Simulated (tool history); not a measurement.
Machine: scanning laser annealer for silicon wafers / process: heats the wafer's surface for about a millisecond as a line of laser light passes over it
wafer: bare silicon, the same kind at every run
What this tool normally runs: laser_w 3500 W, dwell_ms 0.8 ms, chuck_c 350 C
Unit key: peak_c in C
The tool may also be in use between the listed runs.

| run | day | laser_w | dwell_ms | chuck_c | peak_c |
|---|---|---|---|---|---|
| 1 | 0 | 3500 | 0.8 | 350 | 1053 |
| 2 | 0.204 | 3500 | 0.8 | 350 | 1050 |
| 3 | 0.5 | 3500 | 0.8 | 350 | 1049 |
| 4 | 0.75 | 3500 | 0.8 | 350 | 1048 |
| 5 | 0.954 | 3500 | 0.8 | 350 | 1049 |
| 6 | 1.279 | 3761 | 0.75 | 383 | 1104 |
|  | 1.521 | optics aligned, line set to its width |
| 7 | 1.775 | 3424 | 0.8 | 340 | 1020 |
| 8 | 1.962 | 3156 | 0.798 | 350 | 980 |
| 9 | 2.217 | 3706 | 0.66 | 373 | 1035 |
| 10 | 2.579 | 3500 | 0.833 | 316 | 1027 |

How would selected steps in peak_c from run to run divide? Give the signed amount a tool lacking its hidden state would still show from settings, what came in and random variation, and the signed amount left for the hidden state, including any gauge scatter that is not in both of the compared results.
Unlogged tool condition in this case: light that passes the window, % of a clean one's; laser's true power over the reading, %; width of the line over the set one, %; drift of the gauge itself on peak_c, C.
Run 6 -> 7: laser_w 3761 -> 3424, dwell_ms 0.75 -> 0.8, chuck_c 383 -> 340, optics aligned, line set to its width. peak_c -84 C: hidden state -3, all else -81.

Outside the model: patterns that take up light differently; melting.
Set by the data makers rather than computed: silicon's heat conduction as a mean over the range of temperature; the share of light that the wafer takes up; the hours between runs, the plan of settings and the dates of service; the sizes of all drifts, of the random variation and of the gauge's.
